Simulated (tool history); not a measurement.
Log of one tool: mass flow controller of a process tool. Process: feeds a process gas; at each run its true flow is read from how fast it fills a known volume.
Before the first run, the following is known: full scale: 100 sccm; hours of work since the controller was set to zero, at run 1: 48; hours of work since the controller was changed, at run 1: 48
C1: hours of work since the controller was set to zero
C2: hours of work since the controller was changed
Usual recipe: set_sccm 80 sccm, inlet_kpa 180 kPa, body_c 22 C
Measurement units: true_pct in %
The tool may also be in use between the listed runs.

Run 1, hour 0.0: usual settings; C1 48; C2 48. Result: true_pct 99.90 %.
Run 2, hour 69.3: usual settings; C1 76; C2 76. Result: true_pct 99.82 %.
Run 3, hour 115.8: usual settings; C1 95; C2 95. Result: true_pct 99.72 %.
Run 4, hour 170.7: usual settings; C1 117; C2 117. Result: true_pct 99.74 %.
Run 5, hour 249.2: usual settings; C1 149; C2 149. Result: true_pct 99.49 %.
Run 6, hour 315.8: usual settings but set_sccm 91 sccm; C1 176; C2 176. Result: true_pct 99.50 %.

Estimate the outcome of run 7 from the log above:
Run 7, hour 360.1: usual settings but set_sccm 91 sccm; C1 194; C2 194. Result: true_pct ?.

{"run 7": {"true_pct": 99.55}}
Take away the tool's hidden state, keep the run-to-run variation as it was, and the same run would have given true_pct 100.27 %.

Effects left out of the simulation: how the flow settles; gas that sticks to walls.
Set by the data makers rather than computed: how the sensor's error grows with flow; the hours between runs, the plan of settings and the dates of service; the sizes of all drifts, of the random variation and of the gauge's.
